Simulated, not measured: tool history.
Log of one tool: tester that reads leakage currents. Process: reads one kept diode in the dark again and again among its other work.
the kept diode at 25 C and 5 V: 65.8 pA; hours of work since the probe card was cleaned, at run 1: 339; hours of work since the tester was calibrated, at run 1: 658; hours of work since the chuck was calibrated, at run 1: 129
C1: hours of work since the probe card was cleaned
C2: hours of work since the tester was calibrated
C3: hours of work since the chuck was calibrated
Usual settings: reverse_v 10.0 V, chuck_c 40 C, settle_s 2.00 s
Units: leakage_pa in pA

{"run": 1, "hour": 0.0, "reverse_v": 10.0, "chuck_c": 40, "settle_s": 2.0, "C1": 339, "C2": 658, "C3": 129, "leakage_pa": 297.61}
{"run": 2, "hour": 46.1, "reverse_v": 10.0, "chuck_c": 40, "settle_s": 2.0, "C1": 360, "C2": 678, "C3": 150, "leakage_pa": 299.31}
{"run": 3, "hour": 76.6, "reverse_v": 11.2, "chuck_c": 40, "settle_s": 2.0, "C1": 373, "C2": 691, "C3": 163, "leakage_pa": 317.43}
{"run": 4, "hour": 137.6, "reverse_v": 10.0, "chuck_c": 48, "settle_s": 2.0, "C1": 400, "C2": 718, "C3": 190, "leakage_pa": 511.25}
{"run": 5, "hour": 195.9, "reverse_v": 1.2, "chuck_c": 48, "settle_s": 2.0, "C1": 426, "C2": 744, "C3": 216, "leakage_pa": 142.67}
{"run": 6, "hour": 240.5, "reverse_v": 1.2, "chuck_c": 48, "settle_s": 2.0, "C1": 446, "C2": 764, "C3": 235, "leakage_pa": 142.31}
{"run": 7, "hour": 300.3, "reverse_v": 1.2, "chuck_c": 48, "settle_s": 2.0, "C1": 472, "C2": 790, "C3": 262, "leakage_pa": 142.27}
{"run": 8, "hour": 342.4, "reverse_v": 1.0, "chuck_c": 40, "settle_s": 2.0, "C1": 490, "C2": 809, "C3": 280, "leakage_pa": 73.82}
{"run": 9, "hour": 393.4, "reverse_v": 10.0, "chuck_c": 40, "settle_s": 4.96, "C1": 513, "C2": 831, "C3": 303, "leakage_pa": 291.12}
{"run": 10, "hour": 435.3, "reverse_v": 10.0, "chuck_c": 40, "settle_s": 4.96, "C1": 531, "C2": 850, "C3": 321, "leakage_pa": 293.19}
{"run": 11, "hour": 464.0, "reverse_v": 4.3, "chuck_c": 25, "settle_s": 3.97, "C1": 544, "C2": 862, "C3": 334, "leakage_pa": 59.31}
{"run": 12, "hour": 495.2, "reverse_v": 1.5, "chuck_c": 25, "settle_s": 3.97, "C1": 558, "C2": 876, "C3": 348, "leakage_pa": 30.99}
{"run": 13, "hour": 524.9, "reverse_v": 1.5, "chuck_c": 45, "settle_s": 1.48, "C1": 571, "C2": 889, "C3": 361, "leakage_pa": 131.88}
{"run": 14, "hour": 579.6, "reverse_v": 1.0, "chuck_c": 45, "settle_s": 1.48, "C1": 595, "C2": 913, "C3": 385, "leakage_pa": 102.61}
{"run": 15, "hour": 631.5, "reverse_v": 10.0, "chuck_c": 40, "settle_s": 1.01, "C1": 618, "C2": 936, "C3": 408, "leakage_pa": 293.88}
{"run": 16, "hour": 669.7, "reverse_v": 10.0, "chuck_c": 28, "settle_s": 1.01, "C1": 635, "C2": 953, "C3": 425, "leakage_pa": 126.79}
{"run": 17, "hour": 711.3, "reverse_v": 10.0, "chuck_c": 28, "settle_s": 1.01, "C1": 653, "C2": 972, "C3": 443, "leakage_pa": 125.76}
{"run": 18, "hour": 743.9, "reverse_v": 10.0, "chuck_c": 58, "settle_s": 1.01, "C1": 668, "C2": 986, "C3": 457, "leakage_pa": 946.89}

Forecast each of these 3 alternatives for the next run:
{"run": "A", "hour": 787.0, "reverse_v": 10.0, "chuck_c": 47, "settle_s": 2.0, "C1": 687, "C2": 1005, "C3": 476, "leakage_pa": "?"}
{"run": "B", "hour": 787.0, "reverse_v": 1.1, "chuck_c": 27, "settle_s": 6.7, "C1": 687, "C2": 1005, "C3": 476, "leakage_pa": "?"}
{"run": "C", "hour": 787.0, "reverse_v": 8.7, "chuck_c": 41, "settle_s": 0.81, "C1": 687, "C2": 1005, "C3": 476, "leakage_pa": "?"}

run=A leakage_pa=464.10
run=B leakage_pa=29.64
run=C leakage_pa=285.32
Without the tool's hidden state the same runs would have given:
run=A leakage_pa=490.16
run=B leakage_pa=31.25
run=C leakage_pa=300.08

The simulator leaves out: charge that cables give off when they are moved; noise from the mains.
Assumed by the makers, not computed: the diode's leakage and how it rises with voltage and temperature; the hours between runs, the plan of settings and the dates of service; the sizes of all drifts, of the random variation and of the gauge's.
